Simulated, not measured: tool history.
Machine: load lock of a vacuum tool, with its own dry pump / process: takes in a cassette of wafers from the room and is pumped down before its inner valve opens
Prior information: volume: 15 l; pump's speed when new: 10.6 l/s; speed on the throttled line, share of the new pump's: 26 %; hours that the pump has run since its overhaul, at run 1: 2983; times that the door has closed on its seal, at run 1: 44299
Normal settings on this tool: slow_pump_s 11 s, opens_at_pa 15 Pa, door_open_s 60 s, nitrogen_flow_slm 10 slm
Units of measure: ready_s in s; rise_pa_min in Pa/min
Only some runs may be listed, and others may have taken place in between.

| run | hour | slow_pump_s | opens_at_pa | door_open_s | nitrogen_flow_slm | hours that the pump has run since its overhaul | times that the door has closed on its seal | incoming humidity of the room's air, % | ready_s | rise_pa_min |
|---|---|---|---|---|---|---|---|---|---|---|
| 1 | 0.0 | 11 | 15 | 60 | 10 | 2983 | 44299 | 42.3 | 21.1 | 0.340 |
| 2 | 301.6 | 11 | 16 | 60 | 10 | 3284 | 45495 | 47.2 | 20.9 | 0.366 |
| 3 | 874.3 | 11 | 15 | 60 | 10 | 3857 | 47767 | 45.5 | 21.1 | 0.393 |
| 4 | 1286.6 | 13 | 15 | 60 | 10 | 4269 | 49403 | 46.8 | 22.5 | 0.401 |
| 5 | 1741.3 | 13 | 15 | 60 | 10 | 4724 | 51207 | 45.2 | 22.7 | 0.425 |
| 6 | 2265.9 | 11 | 15 | 108 | 10 | 5249 | 53288 | 41.0 | 21.4 | 0.471 |
| 7 | 2863.1 | 11 | 15 | 108 | 10 | 5846 | 55657 | 48.4 | 21.7 | 0.498 |
| 8 | 3453.7 | 11 | 15 | 108 | 10 | 6436 | 58000 | 47.4 | 21.5 | 0.542 |
| 9 | 3830.3 | 13 | 15 | 60 | 10 | 6813 | 59494 | 43.9 | 23.1 | 0.512 |
| 10 | 4151.1 | 13 | 15 | 60 | 10 | 7134 | 60767 | 46.6 | 23.3 | 0.536 |
| 11 | 4453.4 | 13 | 15 | 60 | 10 | 7436 | 61966 | 44.9 | 23.2 | 0.544 |
| 12 | 4879.0 | 13 | 15 | 60 | 10 | 7862 | 63655 | 44.1 | 23.0 | 0.563 |
| 13 | 5391.7 | 13 | 15 | 60 | 10 | 8374 | 65688 | 41.1 | 23.5 | 0.590 |
| 14 | 5783.8 | 13 | 15 | 60 | 10 | 8766 | 67244 | 48.0 | 23.7 | 0.616 |
| 15 | 6368.0 | 11 | 17 | 60 | 10 | 9351 | 69562 | 43.7 | 22.0 | 0.645 |
| 16 | 6630.4 | 11 | 26 | 60 | 10 | 9613 | 70603 | 41.2 | 21.3 | 0.640 |
| 17 | 7145.4 | 11 | 23 | 204 | 10 | 10128 | 72646 | 48.1 | 21.4 | 0.767 |
| 18 | 7715.5 | 7 | 12 | 80 | 30 | 10698 | 74907 | 41.8 | 20.0 | 0.680 |

Run 19 is up next; what results do you expect?
| 19 | 7960.6 | 14 | 12 | 80 | 6 | 10943 | 75880 | 41.6 | ? | ? |

Run 19 produced ready_s 24.9 s, rise_pa_min 0.744 Pa/min.
With no hidden state in the tool, this same run would have given ready_s 23.2 s, rise_pa_min 0.097 Pa/min.

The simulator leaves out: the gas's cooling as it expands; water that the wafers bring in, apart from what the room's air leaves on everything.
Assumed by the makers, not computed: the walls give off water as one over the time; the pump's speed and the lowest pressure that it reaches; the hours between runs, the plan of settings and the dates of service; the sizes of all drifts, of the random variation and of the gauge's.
